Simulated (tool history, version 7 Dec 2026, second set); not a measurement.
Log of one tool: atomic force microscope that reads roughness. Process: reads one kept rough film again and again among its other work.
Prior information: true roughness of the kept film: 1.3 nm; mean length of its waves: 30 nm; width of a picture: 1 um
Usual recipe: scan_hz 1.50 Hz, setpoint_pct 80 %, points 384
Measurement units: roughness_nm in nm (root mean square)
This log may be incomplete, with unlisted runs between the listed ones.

Run 1, hour 0.0: usual settings. Result: roughness_nm 1.113 nm (root mean square).
Run 2, hour 7.0: usual settings but points 269. Result: roughness_nm 1.095 nm (root mean square).
Run 3, hour 17.2: usual settings but points 269. Result: roughness_nm 1.070 nm (root mean square).
Run 4, hour 22.9: usual settings but scan_hz 2.74 Hz. Result: roughness_nm 0.988 nm (root mean square).
Run 5, hour 31.7: usual settings but scan_hz 2.74 Hz. Result: roughness_nm 0.955 nm (root mean square).
At hour 38.2: new tip fitted.
Run 6, hour 38.2: usual settings but scan_hz 0.59 Hz. Result: roughness_nm 1.187 nm (root mean square).
Run 7, hour 47.5: usual settings. Result: roughness_nm 1.093 nm (root mean square).
Run 8, hour 53.7: usual settings but setpoint_pct 57 %. Result: roughness_nm 1.182 nm (root mean square).
Run 9, hour 62.6: usual settings but setpoint_pct 57 %. Result: roughness_nm 1.152 nm (root mean square).
Run 10, hour 71.4: usual settings but setpoint_pct 57 %. Result: roughness_nm 1.138 nm (root mean square).
At hour 77.0: new tip fitted.
Run 11, hour 79.7: usual settings but setpoint_pct 69 %, points 334. Result: roughness_nm 1.158 nm (root mean square).
Run 12, hour 86.9: usual settings but scan_hz 3.01 Hz, setpoint_pct 85 %, points 493. Result: roughness_nm 0.931 nm (root mean square).
Run 13, hour 98.0: usual settings but scan_hz 3.18 Hz, setpoint_pct 66 %. Result: roughness_nm 1.074 nm (root mean square).
Run 14, hour 109.5: usual settings but scan_hz 3.97 Hz, setpoint_pct 68 %, points 624. Result: roughness_nm 1.014 nm (root mean square).
At hour 115.2: new tip fitted.
Run 15, hour 119.7: usual settings but scan_hz 1.09 Hz. Result: roughness_nm 1.143 nm (root mean square).
Run 16, hour 129.4: usual settings but setpoint_pct 76 %, points 860. Result: roughness_nm 1.105 nm (root mean square).
Run 17, hour 135.2: usual settings but setpoint_pct 55 %, points 753. Result: roughness_nm 1.185 nm (root mean square).
Run 18, hour 141.3: usual settings but setpoint_pct 55 %, points 753. Result: roughness_nm 1.156 nm (root mean square).
Run 19, hour 149.7: usual settings but setpoint_pct 58 %. Result: roughness_nm 1.121 nm (root mean square).
At hour 153.1: new tip fitted.
Run 20, hour 157.7: usual settings but scan_hz 1.65 Hz, setpoint_pct 64 %, points 275. Result: roughness_nm 1.169 nm (root mean square).

3 ways to go on from here, each from the tool as it stands after run 20. What would each give?
Run A, hour 163.4: usual settings but setpoint_pct 59 %, points 899. Result: roughness_nm ?.
Run B, hour 163.4: usual settings but scan_hz 0.79 Hz, setpoint_pct 69 %, points 353. Result: roughness_nm ?.
Run C, hour 163.4: usual settings but scan_hz 1.65 Hz, setpoint_pct 64 %, points 339. Result: roughness_nm ?.

run  roughness_nm
  A         1.194
  B         1.167
  C         1.167
Without the tool's hidden state the same runs would have given:
run  roughness_nm
  A         1.224
  B         1.196
  C         1.196

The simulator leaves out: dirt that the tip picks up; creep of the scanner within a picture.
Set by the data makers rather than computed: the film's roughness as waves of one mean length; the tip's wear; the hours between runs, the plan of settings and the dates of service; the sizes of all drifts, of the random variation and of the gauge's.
